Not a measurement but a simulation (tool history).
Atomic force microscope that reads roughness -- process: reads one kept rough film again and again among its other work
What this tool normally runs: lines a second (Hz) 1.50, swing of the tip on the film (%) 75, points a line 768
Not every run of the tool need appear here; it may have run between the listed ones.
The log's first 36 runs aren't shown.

| run | hour | lines a second (Hz) | swing of the tip on the film (%) | points a line | pictures with this tip | hours of work since the height scale was calibrated | roughness of the kept film (nm (root mean square)) |
|---|---|---|---|---|---|---|---|
| 37 | 575.7 | 1.50 | 85 | 301 | 93 | 268 | 1.453 |
| 38 | 598.3 | 1.50 | 85 | 301 | 125 | 278 | 1.450 |
| 39 | 618.0 | 1.50 | 88 | 571 | 152 | 286 | 1.430 |
| 40 | 639.5 | 1.50 | 57 | 571 | 182 | 295 | 1.637 |
| 41 | 661.5 | 0.96 | 72 | 571 | 213 | 304 | 1.602 |
| 42 | 677.8 | 0.96 | 72 | 571 | 236 | 310 | 1.601 |
| 43 | 689.9 | 1.07 | 62 | 359 | 253 | 315 | 1.627 |
| 44 | 708.6 | 1.07 | 70 | 262 | 279 | 323 | 1.592 |
| 45 | 731.4 | 1.92 | 56 | 262 | 311 | 332 | 1.612 |
|  | 754.3 | new tip fitted |
| 46 | 754.3 | 0.67 | 88 | 507 | 0 | 341 | 1.562 |
| 47 | 767.3 | 2.37 | 66 | 277 | 18 | 347 | 1.550 |
| 48 | 790.2 | 2.37 | 66 | 277 | 50 | 356 | 1.544 |
| 49 | 801.1 | 0.81 | 89 | 768 | 65 | 360 | 1.538 |
| 50 | 819.4 | 1.54 | 56 | 599 | 91 | 368 | 1.638 |
| 51 | 833.4 | 0.75 | 65 | 890 | 111 | 374 | 1.660 |
| 52 | 855.4 | 0.75 | 60 | 994 | 142 | 383 | 1.669 |
| 53 | 866.2 | 0.75 | 60 | 994 | 157 | 387 | 1.675 |
| 54 | 878.4 | 0.75 | 60 | 994 | 174 | 392 | 1.657 |

Each row is a separate what-if for the run after 54, all from the same tool condition, not one after another. Results?
| A | 894.8 | 0.77 | 84 | 347 | 197 | 399 | ? |
| B | 894.8 | 1.50 | 75 | 334 | 197 | 399 | ? |
| C | 894.8 | 0.83 | 64 | 300 | 197 | 399 | ? |

| run | roughness of the kept film (nm (root mean square)) |
|---|---|
| A | 1.562 |
| B | 1.532 |
| C | 1.642 |
What these runs would have given with no unlogged condition in the tool:
| run | roughness of the kept film (nm (root mean square)) |
|---|---|
| A | 1.564 |
| B | 1.534 |
| C | 1.644 |
